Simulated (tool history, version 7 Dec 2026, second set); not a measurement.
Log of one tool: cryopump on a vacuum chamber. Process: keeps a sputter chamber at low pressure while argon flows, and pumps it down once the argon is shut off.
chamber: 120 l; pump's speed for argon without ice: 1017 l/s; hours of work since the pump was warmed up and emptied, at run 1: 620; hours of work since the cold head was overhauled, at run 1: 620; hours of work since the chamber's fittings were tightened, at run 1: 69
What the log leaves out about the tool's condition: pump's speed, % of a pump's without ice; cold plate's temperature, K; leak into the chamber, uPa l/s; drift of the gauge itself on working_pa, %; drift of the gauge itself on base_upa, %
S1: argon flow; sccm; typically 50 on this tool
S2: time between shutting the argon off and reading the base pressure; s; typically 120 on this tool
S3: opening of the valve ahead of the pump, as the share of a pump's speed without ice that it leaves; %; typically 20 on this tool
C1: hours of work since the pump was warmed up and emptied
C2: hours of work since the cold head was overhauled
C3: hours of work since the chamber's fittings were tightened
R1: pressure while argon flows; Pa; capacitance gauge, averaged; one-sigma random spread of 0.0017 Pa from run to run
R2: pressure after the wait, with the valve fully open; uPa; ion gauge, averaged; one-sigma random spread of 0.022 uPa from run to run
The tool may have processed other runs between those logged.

run 1 hour=0 | S1=50 S2=120 S3=20 | C1=620 C2=620 C3=69 | R1=0.424 R2=0.79
run 2 hour=62.4 | S1=50 S2=120 S3=20 | C1=668 C2=668 C3=116 | R1=0.4276 R2=0.83
run 3 hour=160.1 | S1=50 S2=120 S3=20 | C1=742 C2=742 C3=190 | R1=0.4302 R2=0.89
run 4 hour=207 | S1=50 S2=120 S3=20 | C1=777 C2=777 C3=225 | R1=0.4319 R2=0.93
run 5 hour=304.5 | S1=50 S2=120 S3=20 | C1=851 C2=851 C3=299 | R1=0.4298 R2=1.03
run 6 hour=390.8 | S1=34 S2=120 S3=20 | C1=916 C2=916 C3=364 | R1=0.2955 R2=1.15
run 7 hour=455.8 | S1=34 S2=120 S3=20 | C1=965 C2=965 C3=413 | R1=0.2962 R2=1.21
run 8 hour=507.6 | S1=50 S2=120 S3=20 | C1=1004 C2=1004 C3=453 | R1=0.4376 R2=1.24
run 9 hour=588.4 | S1=50 S2=120 S3=20 | C1=1065 C2=1065 C3=514 | R1=0.434 R2=1.38
run 10 hour=644.5 | S1=50 S2=120 S3=20 | C1=1108 C2=1108 C3=556 | R1=0.4392 R2=1.46
-- hour=676.3 pump warmed up, emptied and cooled again
run 11 hour=758.6 | S1=50 S2=120 S3=20 | C1=62 C2=1190 C3=639 | R1=0.4217 R2=1.23
run 12 hour=845.5 | S1=50 S2=120 S3=49 | C1=128 C2=1256 C3=704 | R1=0.1723 R2=1.34
run 13 hour=947 | S1=50 S2=120 S3=49 | C1=205 C2=1333 C3=781 | R1=0.1755 R2=1.43
run 14 hour=1025.2 | S1=50 S2=257 S3=20 | C1=264 C2=1392 C3=840 | R1=0.4239 R2=1.41
run 15 hour=1129.7 | S1=50 S2=257 S3=20 | C1=343 C2=1471 C3=919 | R1=0.4235 R2=1.48
run 16 hour=1180.6 | S1=50 S2=257 S3=20 | C1=381 C2=1509 C3=958 | R1=0.4222 R2=1.53
run 17 hour=1240.4 | S1=50 S2=257 S3=20 | C1=427 C2=1555 C3=1003 | R1=0.4268 R2=1.55
run 18 hour=1345.4 | S1=50 S2=60 S3=20 | C1=506 C2=1634 C3=1082 | R1=0.4276 R2=2.11
run 19 hour=1401.5 | S1=50 S2=60 S3=20 | C1=548 C2=1676 C3=1125 | R1=0.4276 R2=2.18
run 20 hour=1494.9 | S1=21 S2=25 S3=21 | C1=619 C2=1747 C3=1195 | R1=0.1715 R2=2.97
run 21 hour=1556 | S1=21 S2=75 S3=21 | C1=665 C2=1793 C3=1242 | R1=0.1716 R2=2.32
run 22 hour=1611 | S1=21 S2=75 S3=21 | C1=707 C2=1835 C3=1283 | R1=0.1727 R2=2.28
run 23 hour=1666.2 | S1=86 S2=182 S3=56 | C1=749 C2=1877 C3=1325 | R1=0.2836 R2=2.1
run 24 hour=1741.3 | S1=30 S2=120 S3=21 | C1=805 C2=1933 C3=1382 | R1=0.2501 R2=2.33
run 25 hour=1835.8 | S1=30 S2=120 S3=21 | C1=877 C2=2005 C3=1453 | R1=0.2487 R2=2.44
run 26 hour=1908.6 | S1=30 S2=120 S3=21 | C1=932 C2=2060 C3=1508 | R1=0.2508 R2=2.44
run 27 hour=1992 | S1=74 S2=50 S3=21 | C1=995 C2=2123 C3=1571 | R1=0.6191 R2=2.99
run 28 hour=2086 | S1=69 S2=213 S3=24 | C1=1066 C2=2194 C3=1642 | R1=0.5126 R2=2.7
run 29 hour=2151.5 | S1=24 S2=213 S3=20 | C1=1115 C2=2244 C3=1692 | R1=0.212 R2=2.85
-- hour=2171.8 pump warmed up, emptied and cooled again
run 30 hour=2211.6 | S1=24 S2=29 S3=17 | C1=30 C2=2285 C3=1734 | R1=0.2348 R2=3.11
-- hour=2286.3 leaking fittings of the chamber tightened, without venting
run 31 hour=2286.3 | S1=24 S2=29 S3=17 | C1=85 C2=2340 C3=0 | R1=0.2357 R2=1.37
run 32 hour=2351.4 | S1=24 S2=29 S3=17 | C1=134 C2=2389 C3=49 | R1=0.2361 R2=1.44
run 33 hour=2413.6 | S1=26 S2=25 S3=59 | C1=181 C2=2437 C3=96 | R1=0.0751 R2=1.71

Measured minus without-hidden-state, run by run (identical run-to-run variation in each term; gauge scatter may differ):
run=1 R1=+0.0117 R2=+0.2
run=2 R1=+0.0127 R2=+0.25
run=3 R1=+0.0145 R2=+0.36
run=4 R1=+0.0153 R2=+0.4
run=5 R1=+0.017 R2=+0.49
run=6 R1=+0.0128 R2=+0.59
run=7 R1=+0.0137 R2=+0.64
run=8 R1=+0.0213 R2=+0.7
run=9 R1=+0.0228 R2=+0.8
run=10 R1=+0.0241 R2=+0.88
run=11 R1=+0.0027 R2=+0.7
run=12 R1=+0.0038 R2=+0.78
run=13 R1=+0.0052 R2=+0.87
run=14 R1=+0.0064 R2=+0.98
run=15 R1=+0.008 R2=+1.05
run=16 R1=+0.0087 R2=+1.12
run=17 R1=+0.0098 R2=+1.17
run=18 R1=+0.0116 R2=+1.29
run=19 R1=+0.0125 R2=+1.37
run=20 R1=+0.0058 R2=+1.44
run=21 R1=+0.0063 R2=+1.59
run=22 R1=+0.0067 R2=+1.59
run=23 R1=+0.0293 R2=+1.65
run=24 R1=+0.0113 R2=+1.75
run=25 R1=+0.0124 R2=+1.92
run=26 R1=+0.0134 R2=+1.91
run=27 R1=+0.035 R2=+2.08
run=28 R1=+0.0356 R2=+2.25
run=29 R1=+0.0132 R2=+2.39
run=30 R1=+0.0015 R2=+1.77
run=31 R1=+0.0019 R2=+0.02
run=32 R1=+0.0024 R2=+0.09
run=33 R1=+0.0031 R2=+0.13
